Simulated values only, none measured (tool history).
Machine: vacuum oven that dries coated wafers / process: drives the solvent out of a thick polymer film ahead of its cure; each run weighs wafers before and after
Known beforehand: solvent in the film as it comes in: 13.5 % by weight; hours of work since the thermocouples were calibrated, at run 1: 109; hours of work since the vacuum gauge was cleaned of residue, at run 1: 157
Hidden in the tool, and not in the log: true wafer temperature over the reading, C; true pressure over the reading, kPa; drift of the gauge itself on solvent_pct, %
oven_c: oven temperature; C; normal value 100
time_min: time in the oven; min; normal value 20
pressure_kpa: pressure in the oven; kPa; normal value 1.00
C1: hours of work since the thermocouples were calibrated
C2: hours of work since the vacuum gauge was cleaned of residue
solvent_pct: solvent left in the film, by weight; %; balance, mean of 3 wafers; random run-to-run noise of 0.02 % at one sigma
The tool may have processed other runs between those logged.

{"run": 1, "hour": 0.0, "oven_c": 100, "time_min": 20, "pressure_kpa": 1.0, "C1": 109, "C2": 157, "solvent_pct": 2.45}
{"run": 2, "hour": 14.4, "oven_c": 100, "time_min": 20, "pressure_kpa": 1.19, "C1": 119, "C2": 167, "solvent_pct": 2.57}
{"run": 3, "hour": 26.5, "oven_c": 100, "time_min": 20, "pressure_kpa": 1.19, "C1": 128, "C2": 175, "solvent_pct": 2.6}
{"run": 4, "hour": 36.8, "oven_c": 100, "time_min": 20, "pressure_kpa": 1.19, "C1": 135, "C2": 183, "solvent_pct": 2.61}
{"run": 5, "hour": 46.4, "oven_c": 100, "time_min": 20, "pressure_kpa": 1.19, "C1": 142, "C2": 189, "solvent_pct": 2.63}
{"run": 6, "hour": 53.9, "oven_c": 100, "time_min": 20, "pressure_kpa": 1.19, "C1": 147, "C2": 195, "solvent_pct": 2.61}
{"run": 7, "hour": 62.2, "oven_c": 100, "time_min": 20, "pressure_kpa": 1.0, "C1": 153, "C2": 200, "solvent_pct": 2.5}
{"run": 8, "hour": 77.6, "oven_c": 100, "time_min": 20, "pressure_kpa": 1.0, "C1": 163, "C2": 211, "solvent_pct": 2.48}
{"run": 9, "hour": 95.4, "oven_c": 110, "time_min": 20, "pressure_kpa": 1.0, "C1": 176, "C2": 223, "solvent_pct": 1.25}
{"hour": 98.7, "done": "oven's thermocouples calibrated"}
{"run": 10, "hour": 104.8, "oven_c": 100, "time_min": 18, "pressure_kpa": 1.0, "C1": 4, "C2": 229, "solvent_pct": 2.82}
{"run": 11, "hour": 113.5, "oven_c": 100, "time_min": 20, "pressure_kpa": 2.52, "C1": 10, "C2": 235, "solvent_pct": 3.36}
{"run": 12, "hour": 124.5, "oven_c": 103, "time_min": 20, "pressure_kpa": 1.0, "C1": 18, "C2": 242, "solvent_pct": 2.09}
{"run": 13, "hour": 136.2, "oven_c": 100, "time_min": 20, "pressure_kpa": 2.3, "C1": 26, "C2": 250, "solvent_pct": 3.22}
{"run": 14, "hour": 150.1, "oven_c": 105, "time_min": 20, "pressure_kpa": 1.0, "C1": 36, "C2": 260, "solvent_pct": 1.8}
{"hour": 154.5, "done": "oven's thermocouples calibrated, once more"}
{"run": 15, "hour": 168.0, "oven_c": 98, "time_min": 26, "pressure_kpa": 1.0, "C1": 9, "C2": 271, "solvent_pct": 2.02}
{"run": 16, "hour": 176.0, "oven_c": 86, "time_min": 24, "pressure_kpa": 1.0, "C1": 15, "C2": 277, "solvent_pct": 4.31}
{"run": 17, "hour": 184.0, "oven_c": 105, "time_min": 24, "pressure_kpa": 2.14, "C1": 21, "C2": 282, "solvent_pct": 1.98}
{"run": 18, "hour": 195.1, "oven_c": 85, "time_min": 20, "pressure_kpa": 1.0, "C1": 28, "C2": 290, "solvent_pct": 5.23}
{"run": 19, "hour": 202.8, "oven_c": 94, "time_min": 14, "pressure_kpa": 0.52, "C1": 34, "C2": 295, "solvent_pct": 4.58}
{"run": 20, "hour": 213.8, "oven_c": 94, "time_min": 14, "pressure_kpa": 0.52, "C1": 41, "C2": 303, "solvent_pct": 4.57}
{"run": 21, "hour": 230.6, "oven_c": 94, "time_min": 14, "pressure_kpa": 0.52, "C1": 53, "C2": 315, "solvent_pct": 4.59}
{"run": 22, "hour": 238.8, "oven_c": 100, "time_min": 23, "pressure_kpa": 1.39, "C1": 59, "C2": 320, "solvent_pct": 2.33}
{"run": 23, "hour": 251.2, "oven_c": 94, "time_min": 20, "pressure_kpa": 0.51, "C1": 67, "C2": 329, "solvent_pct": 3.16}
{"run": 24, "hour": 261.3, "oven_c": 94, "time_min": 20, "pressure_kpa": 0.51, "C1": 74, "C2": 336, "solvent_pct": 3.23}
{"run": 25, "hour": 272.3, "oven_c": 85, "time_min": 13, "pressure_kpa": 1.0, "C1": 82, "C2": 344, "solvent_pct": 6.72}
{"run": 26, "hour": 284.6, "oven_c": 85, "time_min": 13, "pressure_kpa": 1.0, "C1": 91, "C2": 352, "solvent_pct": 6.71}
{"run": 27, "hour": 302.4, "oven_c": 100, "time_min": 10, "pressure_kpa": 1.0, "C1": 103, "C2": 365, "solvent_pct": 5.11}

What if the next run were any one of these 4? Each begins from the tool's condition after run 27:
{"run": "A", "hour": 319.4, "oven_c": 96, "time_min": 13, "pressure_kpa": 1.0, "C1": 115, "C2": 377, "solvent_pct": "?"}
{"run": "B", "hour": 319.4, "oven_c": 104, "time_min": 20, "pressure_kpa": 1.0, "C1": 115, "C2": 377, "solvent_pct": "?"}
{"run": "C", "hour": 319.4, "oven_c": 101, "time_min": 27, "pressure_kpa": 0.73, "C1": 115, "C2": 377, "solvent_pct": "?"}
{"run": "D", "hour": 319.4, "oven_c": 96, "time_min": 10, "pressure_kpa": 0.58, "C1": 115, "C2": 377, "solvent_pct": "?"}

run=A solvent_pct=4.83
run=B solvent_pct=2.01
run=C solvent_pct=1.44
run=D solvent_pct=5.59
What these runs would have given with no unlogged condition in the tool:
run=A solvent_pct=4.75
run=B solvent_pct=1.95
run=C solvent_pct=1.37
run=D solvent_pct=5.52
